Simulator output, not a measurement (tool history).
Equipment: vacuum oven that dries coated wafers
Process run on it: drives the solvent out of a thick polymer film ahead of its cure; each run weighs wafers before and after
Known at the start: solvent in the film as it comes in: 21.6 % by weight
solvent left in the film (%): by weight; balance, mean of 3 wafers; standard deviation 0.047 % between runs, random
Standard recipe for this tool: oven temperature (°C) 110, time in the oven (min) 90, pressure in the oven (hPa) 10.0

run    hour  oven temperature (°C)  time in the oven (min)  pressure in the oven (hPa)  solvent left in the film (%)
  1     0.0                    110                      90                        10.0                          2.63
  2    47.0                    110                      90                        10.0                          2.68
  3    94.2                    110                      90                        10.0                          2.74
  4   143.4                    110                      90                        10.0                          2.69
  5   171.6                    110                      90                        10.0                          2.67
  6   219.7                    110                      90                        10.0                          2.73
  7   254.2                    110                      90                        10.0                          2.71
  8   307.1                    110                      90                        10.0                          2.70
  9   339.2                    110                      90                        10.0                          2.81
 10   384.7                    110                      90                        10.0                          2.26
 11   433.1                    110                      90                        10.0                          2.36
 12   486.7                    110                      90                        10.0                          2.42
 13   535.4                    110                      90                        10.0                          2.38
 14   574.4                    110                      90                        10.0                          2.37
 15   614.6                    110                      90                        10.0                          2.35
 16   665.0                    101                      80                        19.3                          6.16
 17   714.4                    101                      80                        19.3                          6.14
 18   757.5                    101                     162                        11.7                          2.31
 19   798.9                    112                      47                         7.9                          5.13
 20   843.0                     99                      88                        28.8                          7.27
 21   892.9                    102                      88                         8.9                          4.64
 22   935.6                    122                      59                         7.0                          1.52
 23   971.7                    122                      59                         7.0                          1.56
 24  1005.7                    114                      59                         7.0                          3.22
 25  1058.5                    100                      59                         7.9                          7.91
 26  1090.5                    100                      59                         7.9                          7.91
 27  1124.0                    110                      90                        19.8                          3.15

Between the runs listed above, the log contained 3 entries, not reproduced here. Where in the sequence does each belong, and how does what the log doesn't record of the tool's condition differ from the listed run before to the listed run after?
From run 9 to run 10: vacuum gauge cleaned of residue and calibrated (hour 345.9); oven's thermocouples calibrated (hour 353.1)
  true wafer temperature over the reading, C: -2.34 -> -0.17; true pressure over the reading, kPa: 0.102 -> 0.137
  measured minus no-state result, solvent left in the film (%): +0.60 -> +0.12
From run 13 to run 14: vacuum gauge cleaned of residue and calibrated, once more (hour 572.8)
  true wafer temperature over the reading, C: -0.39 -> -0.44; true pressure over the reading, kPa: 0.167 -> -0.011
  measured minus no-state result, solvent left in the film (%): +0.19 -> +0.08
